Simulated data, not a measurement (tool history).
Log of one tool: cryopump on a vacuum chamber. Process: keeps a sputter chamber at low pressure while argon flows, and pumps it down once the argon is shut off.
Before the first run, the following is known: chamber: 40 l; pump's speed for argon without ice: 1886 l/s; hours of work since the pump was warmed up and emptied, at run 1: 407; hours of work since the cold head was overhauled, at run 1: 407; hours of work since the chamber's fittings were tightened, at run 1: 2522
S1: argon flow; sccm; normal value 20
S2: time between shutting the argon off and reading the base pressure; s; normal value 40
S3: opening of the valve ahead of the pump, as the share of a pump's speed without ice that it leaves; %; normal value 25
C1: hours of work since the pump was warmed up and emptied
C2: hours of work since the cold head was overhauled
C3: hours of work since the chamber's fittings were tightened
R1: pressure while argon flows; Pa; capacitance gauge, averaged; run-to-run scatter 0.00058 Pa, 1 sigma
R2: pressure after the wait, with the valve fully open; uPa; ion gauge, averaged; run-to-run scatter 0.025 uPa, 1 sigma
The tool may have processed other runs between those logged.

run 1 hour=0.0 | S1=20 S2=40 S3=25 | C1=407 C2=407 C3=2522 | R1=0.0731 R2=1.93
run 2 hour=21.8 | S1=20 S2=40 S3=25 | C1=422 C2=422 C3=2537 | R1=0.0733 R2=1.92
run 3 hour=56.2 | S1=20 S2=40 S3=25 | C1=447 C2=447 C3=2561 | R1=0.0735 R2=2.03
run 4 hour=86.2 | S1=20 S2=40 S3=25 | C1=468 C2=468 C3=2583 | R1=0.0735 R2=2.02
-- hour=116.1 leaking fittings of the chamber tightened, without venting
run 5 hour=126.6 | S1=20 S2=40 S3=25 | C1=495 C2=495 C3=7 | R1=0.0738 R2=1.07
run 6 hour=158.3 | S1=20 S2=40 S3=25 | C1=517 C2=517 C3=30 | R1=0.0738 R2=1.06
run 7 hour=191.6 | S1=20 S2=40 S3=25 | C1=540 C2=540 C3=53 | R1=0.0742 R2=1.07
run 8 hour=226.0 | S1=20 S2=40 S3=48 | C1=564 C2=564 C3=77 | R1=0.0395 R2=1.08
run 9 hour=249.0 | S1=20 S2=40 S3=21 | C1=581 C2=581 C3=93 | R1=0.0875 R2=1.15
run 10 hour=275.0 | S1=20 S2=40 S3=21 | C1=599 C2=599 C3=111 | R1=0.0867 R2=1.15
run 11 hour=294.8 | S1=20 S2=40 S3=21 | C1=613 C2=613 C3=125 | R1=0.0882 R2=1.08
run 12 hour=333.5 | S1=20 S2=40 S3=21 | C1=640 C2=640 C3=153 | R1=0.0873 R2=1.16
run 13 hour=350.7 | S1=20 S2=40 S3=21 | C1=652 C2=652 C3=165 | R1=0.0879 R2=1.16
run 14 hour=367.0 | S1=20 S2=40 S3=21 | C1=663 C2=663 C3=176 | R1=0.0884 R2=1.10
run 15 hour=400.1 | S1=20 S2=180 S3=25 | C1=686 C2=686 C3=199 | R1=0.0741 R2=0.47
run 16 hour=422.3 | S1=20 S2=180 S3=25 | C1=702 C2=702 C3=215 | R1=0.0738 R2=0.47
run 17 hour=460.0 | S1=20 S2=35 S3=25 | C1=729 C2=729 C3=241 | R1=0.0753 R2=1.28
run 18 hour=497.9 | S1=20 S2=35 S3=25 | C1=755 C2=755 C3=268 | R1=0.0745 R2=1.27
run 19 hour=521.6 | S1=12 S2=40 S3=22 | C1=772 C2=772 C3=284 | R1=0.0500 R2=1.11
run 20 hour=557.9 | S1=12 S2=40 S3=22 | C1=797 C2=797 C3=310 | R1=0.0497 R2=1.21
-- hour=574.6 pump warmed up, emptied and cooled again
run 21 hour=593.5 | S1=12 S2=40 S3=22 | C1=13 C2=819 C3=331 | R1=0.0491 R2=1.14
run 22 hour=622.1 | S1=12 S2=99 S3=22 | C1=33 C2=839 C3=351 | R1=0.0494 R2=0.61
run 23 hour=651.2 | S1=13 S2=72 S3=22 | C1=54 C2=859 C3=372 | R1=0.0532 R2=0.88

Estimate the outcome of run 24 from the log above:
run 24 hour=679.4 | S1=29 S2=240 S3=18 | C1=74 C2=879 C3=392 | R1=? R2=?

R1: 0.1433 Pa
R2: 0.52 uPa
On a tool with no hidden condition, and with the same random variation, this run would have come out at R1 0.1425 Pa, R2 0.36 uPa.
